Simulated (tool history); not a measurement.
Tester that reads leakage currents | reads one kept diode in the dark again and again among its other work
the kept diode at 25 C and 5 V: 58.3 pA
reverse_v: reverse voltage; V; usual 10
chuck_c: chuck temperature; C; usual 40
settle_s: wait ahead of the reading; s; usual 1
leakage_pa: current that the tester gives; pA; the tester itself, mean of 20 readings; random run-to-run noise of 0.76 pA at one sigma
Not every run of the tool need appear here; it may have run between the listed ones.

Run 1, hour 0: usual settings. Result: leakage_pa 266.14 pA.
Run 2, hour 69.6: usual settings but chuck_c 59 C. Result: leakage_pa 925.97 pA.
Run 3, hour 116.8: usual settings but chuck_c 39 C. Result: leakage_pa 251.4 pA.
Run 4, hour 171.5: usual settings but chuck_c 39 C. Result: leakage_pa 251.61 pA.
Run 5, hour 228.7: usual settings but chuck_c 39 C. Result: leakage_pa 254.64 pA.
Run 6, hour 288.1: usual settings but chuck_c 39 C. Result: leakage_pa 254.37 pA.
Run 7, hour 328.4: usual settings but settle_s 3.96 s. Result: leakage_pa 271.83 pA.
Run 8, hour 377: usual settings but reverse_v 7.3 V, chuck_c 41 C, settle_s 7.05 s. Result: leakage_pa 249.17 pA.
Run 9, hour 424.7: usual settings but reverse_v 7.3 V, chuck_c 41 C, settle_s 7.05 s. Result: leakage_pa 250.04 pA.
Run 10, hour 497.4: usual settings but reverse_v 4.4 V, chuck_c 25 C, settle_s 1.2 s. Result: leakage_pa 65.46 pA.
At hour 549.4: probe card cleaned and baked.
Run 11, hour 572.9: usual settings but reverse_v 16 V, settle_s 1.52 s. Result: leakage_pa 326.57 pA.
Run 12, hour 639.5: usual settings but reverse_v 3.1 V, chuck_c 36 C, settle_s 3.26 s. Result: leakage_pa 113.06 pA.
Run 13, hour 692.9: usual settings but reverse_v 3.1 V, chuck_c 43 C, settle_s 0.32 s. Result: leakage_pa 189.36 pA.

5 options for the next run, each taken on its own from the tool as it stands now. Forecast them:
Run A, hour 752.5: usual settings but reverse_v 15.1 V, chuck_c 43 C, settle_s 0.32 s. Result: leakage_pa ?.
Run B, hour 752.5: usual settings but reverse_v 5.4 V, chuck_c 52 C, settle_s 8.72 s. Result: leakage_pa ?.
Run C, hour 752.5: usual settings but reverse_v 17.1 V, chuck_c 23 C, settle_s 2.51 s. Result: leakage_pa ?.
Run D, hour 752.5: usual settings but chuck_c 21 C, settle_s 0.49 s. Result: leakage_pa ?.
Run E, hour 752.5: usual settings but reverse_v 1.2 V, chuck_c 20 C, settle_s 6.98 s. Result: leakage_pa ?.

run  leakage_pa
  A      402.01
  B      447.62
  C       98.36
  D       68.49
  E       21.48
Had the tool no hidden state, the same runs would have come out as:
run  leakage_pa
  A      382.44
  B      428.85
  C       90.02
  D       63.25
  E       20.16
